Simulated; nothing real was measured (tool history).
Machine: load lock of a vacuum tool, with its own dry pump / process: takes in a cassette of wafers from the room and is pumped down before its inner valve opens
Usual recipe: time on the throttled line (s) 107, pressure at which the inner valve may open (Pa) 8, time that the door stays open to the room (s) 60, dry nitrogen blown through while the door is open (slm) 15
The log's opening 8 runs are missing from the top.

run    hour  time on the throttled line (s)  pressure at which the inner valve may open (Pa)  time that the door stays open to the room (s)  dry nitrogen blown through while the door is open (slm)  hours that the pump has run since its overhaul  times that the door has closed on its seal  incoming humidity of the room's air, %  time from the closed door until the inner valve may open (s)  rise of the pressure with all valves shut (Pa/min)
  9   981.6                              64                                               13                                             60                                                       22                                            3285                                       29939                                    41.1                                                         135.2                                               0.225
 10  1162.4                              64                                               13                                             60                                                       22                                            3466                                       30717                                    46.7                                                         135.8                                               0.235
 11  1291.1                              64                                               13                                             60                                                       22                                            3595                                       31270                                    46.5                                                         135.6                                               0.233
 12    1436                              64                                               13                                             60                                                       22                                            3740                                       31893                                    43.4                                                         135.3                                               0.238
 13  1584.8                              64                                               13                                             60                                                       22                                            3889                                       32532                                    45.1                                                         136.1                                               0.242
 14    1768                              64                                               13                                             60                                                       22                                            4072                                       33319                                    42.8                                                         136.6                                               0.255
 15  1952.6                              64                                               13                                             60                                                       22                                            4256                                       34113                                      50                                                         135.2                                               0.268
 16    2133                              64                                               13                                             60                                                       22                                            4437                                       34888                                    45.6                                                         135.8                                               0.272
 17  2277.7                              64                                               13                                             60                                                       22                                            4582                                       35510                                    45.7                                                         135.9                                               0.289
 18  2435.7                             138                                                8                                             60                                                        8                                            4739                                       36189                                    49.3                                                         199.3                                               0.298
 19    2586                              86                                                8                                             26                                                        8                                            4890                                       36835                                    46.1                                                         158.4                                               0.303
 20    2682                              86                                                8                                             26                                                        8                                            4986                                       37248                                    43.3                                                         159.3                                               0.304
 21    2821                              86                                                8                                             26                                                        8                                            5125                                       37845                                    44.7                                                         158.5                                               0.304
 22    2973                              82                                                8                                             60                                                        5                                            5277                                       38498                                    42.8                                                         155.4                                               0.327
 23    3142                             128                                               11                                             54                                                       10                                            5446                                       39225                                    47.3                                                         189.7                                               0.334

For run 24, what comes out?
 24  3324.4                              99                                                7                                             60                                                       15                                            5628                                       40009                                    45.8                                                             ?                                                   ?

Run 24 came out at time from the closed door until the inner valve may open (s) 171.2, rise of the pressure with all valves shut (Pa/min) 0.346.
Were there no unlogged condition in the tool, this run, its random variation unchanged, would have produced time from the closed door until the inner valve may open (s) 168.8, rise of the pressure with all valves shut (Pa/min) 0.025.

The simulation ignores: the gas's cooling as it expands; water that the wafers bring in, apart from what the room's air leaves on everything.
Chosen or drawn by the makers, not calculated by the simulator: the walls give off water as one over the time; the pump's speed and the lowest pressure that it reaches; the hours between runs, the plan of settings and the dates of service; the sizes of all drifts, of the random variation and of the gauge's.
